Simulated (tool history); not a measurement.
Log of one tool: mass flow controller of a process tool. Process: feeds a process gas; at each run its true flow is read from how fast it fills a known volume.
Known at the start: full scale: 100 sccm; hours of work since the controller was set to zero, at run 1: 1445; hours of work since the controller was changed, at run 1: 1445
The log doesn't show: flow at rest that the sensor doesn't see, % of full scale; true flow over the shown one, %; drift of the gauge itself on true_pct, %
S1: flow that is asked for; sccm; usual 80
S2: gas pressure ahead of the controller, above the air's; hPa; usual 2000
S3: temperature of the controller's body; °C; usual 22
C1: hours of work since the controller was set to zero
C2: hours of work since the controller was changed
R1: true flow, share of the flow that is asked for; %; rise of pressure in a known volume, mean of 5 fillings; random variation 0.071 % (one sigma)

run,day,S1,S2,S3,C1,C2,R1
1,0,80,2000,22,1445,1445,100.13
2,7.992,80,2000,22,1592,1592,100.07
3,14.454,22,2000,22,1710,1710,99.35
4,22.225,80,2500,22,1853,1853,99.98
5,29.788,80,2500,22,1992,1992,100.13
6,35.238,80,2000,30,2092,2092,99.21
7,45.279,80,2200,22,2276,2276,100.16
8,53.683,80,2000,22,2430,2430,100.29
9,60.842,80,2000,22,2562,2562,100.25
10,67.538,80,2000,22,2685,2685,100.3
11,76.079,82,2000,22,2841,2841,100.35
12,83.212,80,2000,23,2972,2972,100.32
13,93.05,80,2000,23,3153,3153,100.35
14,102.421,80,2000,23,3325,3325,100.24
15,110.329,31,2000,23,3470,3470,99.8
16,118.617,31,2000,23,3622,3622,99.74
17,128.412,34,1770,31,3802,3802,98.92
18,134.812,73,1770,28,3920,3920,99.9
19,144.75,11,2000,22,4102,4102,99.67
20,154.108,11,2000,22,4274,4274,99.73
21,160.65,11,2000,22,4394,4394,99.63

The next listed run, before its measurement:
22,170.775,80,2000,36,4580,4580,?

R1: 99.2 %
Without the tool's hidden state the same run would have given R1 98.58 %.

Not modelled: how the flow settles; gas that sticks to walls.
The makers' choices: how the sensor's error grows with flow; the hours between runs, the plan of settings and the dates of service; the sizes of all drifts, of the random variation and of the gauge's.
